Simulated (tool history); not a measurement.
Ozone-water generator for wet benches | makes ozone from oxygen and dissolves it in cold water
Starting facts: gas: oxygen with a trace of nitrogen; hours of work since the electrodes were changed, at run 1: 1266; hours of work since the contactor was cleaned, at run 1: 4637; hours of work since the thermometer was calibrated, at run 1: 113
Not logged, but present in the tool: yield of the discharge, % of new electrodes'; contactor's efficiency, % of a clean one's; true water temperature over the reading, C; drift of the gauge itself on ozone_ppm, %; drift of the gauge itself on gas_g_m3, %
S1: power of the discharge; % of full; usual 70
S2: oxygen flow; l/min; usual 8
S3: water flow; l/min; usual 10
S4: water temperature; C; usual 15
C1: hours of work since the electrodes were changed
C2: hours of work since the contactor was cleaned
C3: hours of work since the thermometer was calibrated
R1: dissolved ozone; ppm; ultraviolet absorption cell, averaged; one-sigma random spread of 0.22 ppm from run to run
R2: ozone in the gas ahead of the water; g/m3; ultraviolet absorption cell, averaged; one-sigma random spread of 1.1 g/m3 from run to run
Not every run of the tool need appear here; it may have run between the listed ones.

run    hour  S1     S2  S3  S4    C1    C2   C3    R1     R2
  1       0  70      8  10  15  1266  4637  113  30.7  186.5
  2    51.8  70      8  10  15  1311  4681  157  30.8  185.1
  3   141.4  70      8  10  15  1388  4759  235  30.8  186.9
  4   227.9  70      8  10  15  1462  4833  309  30.6  185.5
  5   322.8  70      8  10  17  1544  4915  391    29  183.2
  6   431.5  70      8  10  17  1638  5009  485  28.6  185.6
  7     503  70      8   6  17  1699  5070  546  37.1  185.1
  8   571.4  70      8   6  17  1758  5129  605  37.7  182.7
  9   672.7  70      8   6  17  1846  5216  692  37.1  184.1
 10   779.2  70      8   6  17  1937  5308  784  37.1  182.8
 11   844.8  70   6.42   6  17  1994  5365  841  41.3    211
 12   947.5  54  10.29  12  21  2082  5453  929  17.9  129.2
      953.8  -- water thermometer calibrated
 13  1039.2  54  10.29  12  21  2161  5532   74  18.1  130.5
 14    1127  47   8.56   9   7  2237  5608  149  28.6  133.1
 15  1212.6  55   5.81  14  11  2310  5681  223  23.6  192.9
 16  1272.9  52   5.81  14  11  2362  5733  275  22.5  182.7
     1313.7  -- water thermometer calibrated, once more
 17  1381.8  52   8.13   8  17  2456  5827   59  26.2    148
 18  1453.2  70   9.25  15  20  2517  5888  120  19.1  162.1
 19  1497.8  73  13.55   8  21  2556  5927  159  22.9  130.6
     1569.7  -- contactor cleaned
 20  1569.7  73  10.56   8  22  2614     0  217  26.5  154.2
 21  1677.7  70   4.67  16  15  2707    93  310  24.5  257.4

Table of differences, measured result less the result of that run with no hidden state. Run-to-run variation is the same in both. Gauge scatter possibly is not:
run    R1     R2
  1  -2.3   -6.9
  2  -2.3   -7.1
  3  -2.4   -7.6
  4  -2.4     -8
  5  -2.4   -8.3
  6  -2.5     -9
  7    -3   -9.2
  8  -3.2   -9.4
  9  -3.3    -10
 10  -3.4  -10.2
 11  -3.8  -12.2
 12  -1.7   -6.4
 13  -1.8   -6.8
 14  -2.6   -6.3
 15  -2.5  -10.9
 16  -2.4  -10.1
 17  -2.5   -8.5
 18  -2.4    -12
 19  -2.7  -10.1
 20  -2.1  -12.2
 21    -2  -20.5
